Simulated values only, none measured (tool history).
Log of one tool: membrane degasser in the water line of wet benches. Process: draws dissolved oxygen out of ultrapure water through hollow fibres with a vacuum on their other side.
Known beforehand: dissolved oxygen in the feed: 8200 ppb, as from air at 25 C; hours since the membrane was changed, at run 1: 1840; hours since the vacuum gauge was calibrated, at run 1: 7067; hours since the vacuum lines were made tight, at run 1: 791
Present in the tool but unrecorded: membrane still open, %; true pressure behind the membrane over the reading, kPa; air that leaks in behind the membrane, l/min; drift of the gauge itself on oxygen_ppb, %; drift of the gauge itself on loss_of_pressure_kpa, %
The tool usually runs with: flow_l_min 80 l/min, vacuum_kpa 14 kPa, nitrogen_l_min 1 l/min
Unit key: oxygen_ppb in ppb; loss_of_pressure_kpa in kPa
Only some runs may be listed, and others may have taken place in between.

| run | day | flow_l_min | vacuum_kpa | nitrogen_l_min | hours since the membrane was changed | hours since the vacuum gauge was calibrated | hours since the vacuum lines were made tight | oxygen_ppb | loss_of_pressure_kpa |
|---|---|---|---|---|---|---|---|---|---|
| 1 | 0 | 80 | 14 | 1 | 1840 | 7067 | 791 | 1309.8 | 26.87 |
| 2 | 2.846 | 80 | 14 | 1 | 1909 | 7135 | 859 | 1309.1 | 26.8 |
| 3 | 4.925 | 80 | 14 | 1 | 1959 | 7185 | 909 | 1311.4 | 27.09 |
| 4 | 6.6 | 80 | 14 | 1 | 1999 | 7226 | 949 | 1308.9 | 27.04 |
| 5 | 9.104 | 101 | 14 | 1 | 2059 | 7286 | 1009 | 1529 | 33.85 |
| 6 | 12.654 | 101 | 14 | 1 | 2144 | 7371 | 1094 | 1529.9 | 33.85 |
| 7 | 14.325 | 80 | 11.1 | 1 | 2184 | 7411 | 1134 | 996.1 | 26.82 |
| 8 | 16.754 | 80 | 14 | 1 | 2243 | 7469 | 1193 | 1310.1 | 26.95 |
| 9 | 20.129 | 80 | 14 | 1 | 2323 | 7550 | 1274 | 1308.6 | 27.03 |
| 10 | 22.829 | 80 | 14 | 1 | 2388 | 7615 | 1339 | 1309.5 | 26.82 |
| 11 | 25.992 | 80 | 14 | 1 | 2464 | 7691 | 1414 | 1307.9 | 27 |
| 12 | 28.642 | 80 | 14 | 1 | 2528 | 7755 | 1478 | 1308.8 | 26.77 |
| 13 | 31.825 | 80 | 27.5 | 1 | 2604 | 7831 | 1554 | 2525.5 | 27.22 |
| 14 | 35.354 | 80 | 14.6 | 1 | 2689 | 7916 | 1639 | 1369.3 | 27.07 |
| 15 | 39.183 | 80 | 25.1 | 1 | 2781 | 8008 | 1731 | 2336.9 | 26.85 |
| 16 | 41.833 | 80 | 25.1 | 1 | 2844 | 8071 | 1795 | 2335.8 | 26.95 |
| 17 | 44.088 | 123 | 21.9 | 0.67 | 2899 | 8125 | 1849 | 3173 | 41.29 |
| 18 | 47.954 | 123 | 21.9 | 0.67 | 2991 | 8218 | 1942 | 3173.9 | 41.57 |
|  | 49.258 | vacuum gauge calibrated |
| 19 | 49.683 | 54 | 30.1 | 1 | 3032 | 10 | 1982 | 2153.1 | 18.28 |
| 20 | 52.579 | 54 | 11.1 | 1.13 | 3102 | 80 | 2052 | 685.2 | 18.62 |
| 21 | 56.517 | 74 | 16.7 | 0.54 | 3196 | 174 | 2146 | 2106.4 | 25.25 |
| 22 | 59.583 | 57 | 16.7 | 1.36 | 3270 | 248 | 2220 | 1015.4 | 19.25 |
| 23 | 61.625 | 80 | 22.1 | 0.7 | 3319 | 297 | 2269 | 2515.7 | 27 |
| 24 | 65.488 | 52 | 10.3 | 2.5 | 3412 | 389 | 2362 | 320.5 | 17.73 |
| 25 | 68.146 | 86 | 14 | 0.67 | 3475 | 453 | 2426 | 1701.3 | 29.06 |
| 26 | 71.654 | 86 | 14 | 0.67 | 3560 | 537 | 2510 | 1703.5 | 29.45 |
| 27 | 75.312 | 87 | 14 | 1.44 | 3647 | 625 | 2598 | 1097.8 | 29.61 |
| 28 | 78.321 | 104 | 26.2 | 0.76 | 3720 | 698 | 2670 | 3197.1 | 35.51 |
| 29 | 81.133 | 104 | 26.2 | 0.76 | 3787 | 765 | 2737 | 3198.7 | 35.21 |
| 30 | 83.921 | 64 | 15.6 | 1.03 | 3854 | 832 | 2804 | 1240.5 | 21.76 |
| 31 | 86.854 | 54 | 14 | 0.94 | 3924 | 902 | 2875 | 1036.1 | 18.44 |
| 32 | 90.508 | 56 | 14 | 2.01 | 4012 | 990 | 2962 | 608.6 | 19.38 |

What if the next run were any one of these 3? Each begins from the tool's condition after run 32:
| A | 92.492 | 80 | 31.3 | 1 | 4060 | 1038 | 3010 | ? | ? |
| B | 92.492 | 76 | 20.1 | 0.47 | 4060 | 1038 | 3010 | ? | ? |
| C | 92.492 | 80 | 14.1 | 0.56 | 4060 | 1038 | 3010 | ? | ? |

| run | oxygen_ppb | loss_of_pressure_kpa |
|---|---|---|
| A | 2802.9 | 27.21 |
| B | 2726.2 | 26.13 |
| C | 1805.4 | 27.35 |
With no hidden state in the tool, these same runs would have given:
| run | oxygen_ppb | loss_of_pressure_kpa |
|---|---|---|
| A | 2801.9 | 26.38 |
| B | 2734.9 | 25.33 |
| C | 1807.9 | 26.52 |

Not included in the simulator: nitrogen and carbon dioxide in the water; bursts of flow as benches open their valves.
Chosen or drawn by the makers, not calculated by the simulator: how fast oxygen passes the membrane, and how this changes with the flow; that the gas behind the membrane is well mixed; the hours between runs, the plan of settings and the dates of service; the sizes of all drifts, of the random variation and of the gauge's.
